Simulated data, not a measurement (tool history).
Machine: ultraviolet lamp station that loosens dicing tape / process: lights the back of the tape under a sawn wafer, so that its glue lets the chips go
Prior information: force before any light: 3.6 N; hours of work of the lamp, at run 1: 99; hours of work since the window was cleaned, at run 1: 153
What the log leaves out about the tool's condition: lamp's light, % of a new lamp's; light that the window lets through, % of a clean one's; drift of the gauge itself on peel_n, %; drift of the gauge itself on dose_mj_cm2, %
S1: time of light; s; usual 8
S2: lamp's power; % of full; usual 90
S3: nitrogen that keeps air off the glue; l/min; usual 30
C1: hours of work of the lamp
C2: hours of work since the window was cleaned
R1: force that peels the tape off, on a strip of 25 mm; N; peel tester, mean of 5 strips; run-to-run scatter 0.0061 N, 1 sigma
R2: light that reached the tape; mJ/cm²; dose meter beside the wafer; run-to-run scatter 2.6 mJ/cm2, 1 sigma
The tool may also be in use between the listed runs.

{"run": 1, "hour": 0.0, "S1": 8, "S2": 90, "S3": 30, "C1": 99, "C2": 153, "R1": 0.192, "R2": 298}
{"run": 2, "hour": 39.7, "S1": 8, "S2": 90, "S3": 30, "C1": 120, "C2": 173, "R1": 0.205, "R2": 300}
{"run": 3, "hour": 129.9, "S1": 8, "S2": 90, "S3": 30, "C1": 165, "C2": 219, "R1": 0.208, "R2": 291}
{"run": 4, "hour": 225.3, "S1": 8, "S2": 90, "S3": 30, "C1": 214, "C2": 268, "R1": 0.212, "R2": 279}
{"run": 5, "hour": 308.7, "S1": 8, "S2": 90, "S3": 30, "C1": 257, "C2": 310, "R1": 0.218, "R2": 281}
{"run": 6, "hour": 382.7, "S1": 8, "S2": 90, "S3": 30, "C1": 294, "C2": 348, "R1": 0.236, "R2": 273}
{"run": 7, "hour": 445.0, "S1": 8, "S2": 90, "S3": 30, "C1": 326, "C2": 380, "R1": 0.232, "R2": 266}
{"run": 8, "hour": 521.6, "S1": 8, "S2": 90, "S3": 30, "C1": 365, "C2": 419, "R1": 0.24, "R2": 265}
{"run": 9, "hour": 596.3, "S1": 8, "S2": 90, "S3": 30, "C1": 403, "C2": 457, "R1": 0.259, "R2": 261}
{"run": 10, "hour": 689.1, "S1": 8, "S2": 90, "S3": 30, "C1": 451, "C2": 504, "R1": 0.27, "R2": 254}
{"run": 11, "hour": 779.3, "S1": 6, "S2": 90, "S3": 30, "C1": 496, "C2": 550, "R1": 0.491, "R2": 188}
{"run": 12, "hour": 860.7, "S1": 8, "S2": 80, "S3": 30, "C1": 538, "C2": 592, "R1": 0.378, "R2": 214}
{"run": 13, "hour": 921.3, "S1": 14, "S2": 90, "S3": 15, "C1": 569, "C2": 623, "R1": 0.156, "R2": 424}
{"hour": 962.6, "done": "window cleaned of glue's vapour"}
{"run": 14, "hour": 971.1, "S1": 10, "S2": 64, "S3": 48, "C1": 594, "C2": 4, "R1": 0.192, "R2": 249}
{"run": 15, "hour": 1050.1, "S1": 9, "S2": 90, "S3": 9, "C1": 634, "C2": 45, "R1": 0.419, "R2": 313}
{"run": 16, "hour": 1092.0, "S1": 9, "S2": 90, "S3": 9, "C1": 656, "C2": 66, "R1": 0.431, "R2": 313}
{"run": 17, "hour": 1137.7, "S1": 13, "S2": 90, "S3": 19, "C1": 679, "C2": 89, "R1": 0.12, "R2": 441}
{"run": 18, "hour": 1180.1, "S1": 10, "S2": 91, "S3": 30, "C1": 701, "C2": 111, "R1": 0.151, "R2": 345}
{"run": 19, "hour": 1263.5, "S1": 10, "S2": 91, "S3": 30, "C1": 743, "C2": 153, "R1": 0.147, "R2": 337}
{"run": 20, "hour": 1350.5, "S1": 7, "S2": 90, "S3": 30, "C1": 787, "C2": 198, "R1": 0.339, "R2": 226}
{"run": 21, "hour": 1439.2, "S1": 7, "S2": 90, "S3": 19, "C1": 833, "C2": 243, "R1": 0.487, "R2": 219}
{"run": 22, "hour": 1513.1, "S1": 13, "S2": 87, "S3": 14, "C1": 870, "C2": 281, "R1": 0.194, "R2": 395}
{"run": 23, "hour": 1580.7, "S1": 7, "S2": 68, "S3": 16, "C1": 905, "C2": 315, "R1": 0.87, "R2": 161}

Here are 5 independent what-if runs from the current tool condition. What would each one return?
{"run": "A", "hour": 1667.9, "S1": 7, "S2": 90, "S3": 9, "C1": 949, "C2": 360, "R1": "?", "R2": "?"}
{"run": "B", "hour": 1667.9, "S1": 7, "S2": 69, "S3": 16, "C1": 949, "C2": 360, "R1": "?", "R2": "?"}
{"run": "C", "hour": 1667.9, "S1": 7, "S2": 94, "S3": 10, "C1": 949, "C2": 360, "R1": "?", "R2": "?"}
{"run": "D", "hour": 1667.9, "S1": 7, "S2": 68, "S3": 49, "C1": 949, "C2": 360, "R1": "?", "R2": "?"}
{"run": "E", "hour": 1667.9, "S1": 8, "S2": 88, "S3": 30, "C1": 949, "C2": 360, "R1": "?", "R2": "?"}

run=A R1=0.797 R2=208
run=B R1=0.897 R2=157
run=C R1=0.735 R2=223
run=D R1=0.502 R2=158
run=E R1=0.316 R2=236
What these runs would have given with no unlogged condition in the tool:
run=A R1=0.516 R2=275
run=B R1=0.592 R2=209
run=C R1=0.462 R2=294
run=D R1=0.299 R2=209
run=E R1=0.178 R2=311
